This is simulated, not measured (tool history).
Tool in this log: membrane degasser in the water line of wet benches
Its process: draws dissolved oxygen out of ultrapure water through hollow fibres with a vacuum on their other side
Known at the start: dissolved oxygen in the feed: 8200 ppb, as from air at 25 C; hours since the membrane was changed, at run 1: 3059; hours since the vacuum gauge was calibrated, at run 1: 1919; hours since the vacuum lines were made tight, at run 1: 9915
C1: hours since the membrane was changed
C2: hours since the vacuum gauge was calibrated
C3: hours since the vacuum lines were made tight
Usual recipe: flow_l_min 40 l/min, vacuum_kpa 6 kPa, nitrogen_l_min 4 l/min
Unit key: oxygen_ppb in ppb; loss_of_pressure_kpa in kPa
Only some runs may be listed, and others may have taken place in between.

Run 1, hour 0: usual settings; C1 3059; C2 1919; C3 9915. Result: oxygen_ppb 70.7 ppb, loss_of_pressure_kpa 64.62 kPa.
Run 2, hour 134.1: usual settings; C1 3193; C2 2053; C3 10050. Result: oxygen_ppb 70 ppb, loss_of_pressure_kpa 64.45 kPa.
Run 3, hour 213.7: usual settings; C1 3272; C2 2133; C3 10129. Result: oxygen_ppb 69.4 ppb, loss_of_pressure_kpa 64.36 kPa.
Run 4, hour 289.8: usual settings but vacuum_kpa 9.05 kPa; C1 3348; C2 2209; C3 10205. Result: oxygen_ppb 139.2 ppb, loss_of_pressure_kpa 64.59 kPa.
Run 5, hour 378: usual settings but vacuum_kpa 9.05 kPa; C1 3437; C2 2297; C3 10293. Result: oxygen_ppb 141.4 ppb, loss_of_pressure_kpa 64.21 kPa.
Run 6, hour 506.7: usual settings but vacuum_kpa 9.05 kPa; C1 3565; C2 2426; C3 10422. Result: oxygen_ppb 139 ppb, loss_of_pressure_kpa 64.5 kPa.
Run 7, hour 628.9: usual settings but vacuum_kpa 9.05 kPa; C1 3687; C2 2548; C3 10544. Result: oxygen_ppb 140.1 ppb, loss_of_pressure_kpa 64.41 kPa.
Run 8, hour 734.3: usual settings but vacuum_kpa 9.05 kPa; C1 3793; C2 2653; C3 10650. Result: oxygen_ppb 140 ppb, loss_of_pressure_kpa 64.62 kPa.
Run 9, hour 867.8: usual settings but flow_l_min 45 l/min; C1 3926; C2 2787; C3 10783. Result: oxygen_ppb 82.4 ppb, loss_of_pressure_kpa 72.96 kPa.
Run 10, hour 935.4: usual settings but vacuum_kpa 4.2 kPa; C1 3994; C2 2855; C3 10851. Result: oxygen_ppb 28.2 ppb, loss_of_pressure_kpa 64.6 kPa.
Run 11, hour 1058.6: usual settings; C1 4117; C2 2978; C3 10974. Result: oxygen_ppb 69.5 ppb, loss_of_pressure_kpa 64.72 kPa.
Run 12, hour 1203.5: usual settings but vacuum_kpa 7.84 kPa; C1 4262; C2 3123; C3 11119. Result: oxygen_ppb 111.1 ppb, loss_of_pressure_kpa 64.78 kPa.
At hour 1234: vacuum gauge calibrated.
Run 13, hour 1336.6: usual settings but vacuum_kpa 7.84 kPa; C1 4395; C2 103; C3 11252. Result: oxygen_ppb 113.2 ppb, loss_of_pressure_kpa 63.9 kPa.
Run 14, hour 1401.7: usual settings but flow_l_min 45 l/min, vacuum_kpa 3.96 kPa, nitrogen_l_min 11.14 l/min; C1 4460; C2 168; C3 11317. Result: oxygen_ppb 16.3 ppb, loss_of_pressure_kpa 72.33 kPa.
Run 15, hour 1507.9: usual settings but flow_l_min 38 l/min, vacuum_kpa 6.53 kPa, nitrogen_l_min 11.14 l/min; C1 4566; C2 274; C3 11423. Result: oxygen_ppb 31.1 ppb, loss_of_pressure_kpa 61.55 kPa.
Run 16, hour 1622.8: usual settings but nitrogen_l_min 2.05 l/min; C1 4681; C2 389; C3 11538. Result: oxygen_ppb 125.3 ppb, loss_of_pressure_kpa 64.56 kPa.
Run 17, hour 1701.3: usual settings but vacuum_kpa 11.76 kPa, nitrogen_l_min 7.87 l/min; C1 4759; C2 467; C3 11616. Result: oxygen_ppb 109.4 ppb, loss_of_pressure_kpa 64.47 kPa.
Run 18, hour 1760.4: usual settings but vacuum_kpa 6.75 kPa, nitrogen_l_min 2.82 l/min; C1 4818; C2 526; C3 11675. Result: oxygen_ppb 117.8 ppb, loss_of_pressure_kpa 64.53 kPa.
Run 19, hour 1845.9: usual settings but vacuum_kpa 6.75 kPa, nitrogen_l_min 2.82 l/min; C1 4904; C2 612; C3 11761. Result: oxygen_ppb 119.6 ppb, loss_of_pressure_kpa 64.82 kPa.
Run 20, hour 1921.1: usual settings but vacuum_kpa 6.75 kPa, nitrogen_l_min 2.82 l/min; C1 4979; C2 687; C3 11836. Result: oxygen_ppb 119.4 ppb, loss_of_pressure_kpa 64.96 kPa.
Run 21, hour 2001.6: usual settings but flow_l_min 58 l/min, vacuum_kpa 7.8 kPa, nitrogen_l_min 6.88 l/min; C1 5060; C2 768; C3 11917. Result: oxygen_ppb 125.2 ppb, loss_of_pressure_kpa 93.78 kPa.
Run 22, hour 2075.5: usual settings but vacuum_kpa 12.76 kPa; C1 5134; C2 841; C3 11990. Result: oxygen_ppb 222.6 ppb, loss_of_pressure_kpa 64.63 kPa.
Run 23, hour 2141.5: usual settings but flow_l_min 63 l/min, vacuum_kpa 8.44 kPa; C1 5200; C2 908; C3 12056. Result: oxygen_ppb 230.7 ppb, loss_of_pressure_kpa 102.21 kPa.
Run 24, hour 2232: usual settings but flow_l_min 63 l/min, vacuum_kpa 8.44 kPa; C1 5290; C2 998; C3 12147. Result: oxygen_ppb 231.1 ppb, loss_of_pressure_kpa 101.8 kPa.

Estimate the outcome of run 25 from the log above:
Run 25, hour 2295.8: usual settings but vacuum_kpa 6.56 kPa; C1 5354; C2 1062; C3 12211. Result: oxygen_ppb ?, loss_of_pressure_kpa ?.

For run 25 the tool returned oxygen_ppb 83.1 ppb, loss_of_pressure_kpa 64.51 kPa.
Had the tool carried no hidden state, the very same run would have given oxygen_ppb 83 ppb, loss_of_pressure_kpa 64.49 kPa.
